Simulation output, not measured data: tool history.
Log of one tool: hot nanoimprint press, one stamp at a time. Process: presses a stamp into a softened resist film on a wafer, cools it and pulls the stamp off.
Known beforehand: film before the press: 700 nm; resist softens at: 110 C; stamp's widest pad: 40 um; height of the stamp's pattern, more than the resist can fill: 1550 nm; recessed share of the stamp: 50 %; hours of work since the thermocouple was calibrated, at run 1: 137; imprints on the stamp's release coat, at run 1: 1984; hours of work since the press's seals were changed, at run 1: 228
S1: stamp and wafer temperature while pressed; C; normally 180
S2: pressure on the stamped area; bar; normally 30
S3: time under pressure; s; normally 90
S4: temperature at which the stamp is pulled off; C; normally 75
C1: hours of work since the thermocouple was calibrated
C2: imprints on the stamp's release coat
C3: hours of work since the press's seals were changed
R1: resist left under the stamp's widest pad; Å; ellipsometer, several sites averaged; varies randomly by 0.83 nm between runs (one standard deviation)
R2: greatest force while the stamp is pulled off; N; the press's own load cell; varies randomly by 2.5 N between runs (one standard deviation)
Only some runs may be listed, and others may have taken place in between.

run	hour	S1	S2	S3	S4	C1	C2	C3	R1	R2
1	0	180	30	90	75	137	1984	228	3251	231
2	9.8	180	30	90	78	142	2023	234	3252	218
3	18.9	180	30	90	78	148	2059	239	3260	222
4	29.4	180	30	90	78	154	2100	245	3247	217
5	41	180	30	90	78	160	2146	252	3245	218
6	52	180	30	90	78	167	2189	258	3264	222
7	61.8	180	30	90	78	172	2228	264	3252	223
8	74.8	180	30	90	75	180	2279	271	3235	235
9	87.3	180	30	90	75	187	2328	278	3229	237
# hour 94.8: stamp cleaned and given a new release coat
10	98.9	187	30	90	75	190	16	282	2437	186
11	107.3	187	30	90	75	195	49	286	2450	186
12	113.4	187	30	48	75	198	73	290	3092	188
13	125.9	187	30	48	75	205	122	297	3077	192
14	134.4	187	30	48	75	210	156	302	3085	188
15	142.5	180	30	90	75	215	188	307	3228	192
16	150.1	180	30	49	75	219	217	311	3952	189
17	155.9	180	25.2	49	79	223	240	314	4231	177
18	164.5	181	46.8	47	75	228	274	319	3118	191
19	173	171	30.8	87	81	233	308	324	4556	174
20	181.9	179	21.4	49	67	238	343	329	4673	223
21	193.5	172	33	77	77	244	388	336	4424	186
22	202.4	178	33	77	77	249	423	341	3497	186
23	213.7	180	30	56	63	256	468	347	3759	236
24	225.4	180	30	144	77	263	514	354	2688	187
25	236.1	173	30	57	77	269	556	360	4775	193
# hour 246.4: plate thermocouple calibrated
26	246.4	171	18.3	57	77	0	585	364	5917	195
27	256.4	180	30	62	78	6	624	370	3746	191
28	267	186	30	109	69	12	665	376	2432	229
29	279.1	186	30	109	69	19	713	383	2435	227

4 options for the next run, each taken on its own from the tool as it stands now. Forecast them:
A	286.9	181	24.1	90	75	23	744	388	?	?
B	286.9	180	19	136	75	23	744	388	?	?
C	286.9	175	30.6	90	75	23	744	388	?	?
D	286.9	172	45.7	109	71	23	744	388	?	?

run	R1	R2
A	3550	202
B	3590	202
C	3990	210
D	3568	218
With no hidden state in the tool, these same runs would have given:
run	R1	R2
A	3541	186
B	3586	186
C	3976	194
D	3541	201
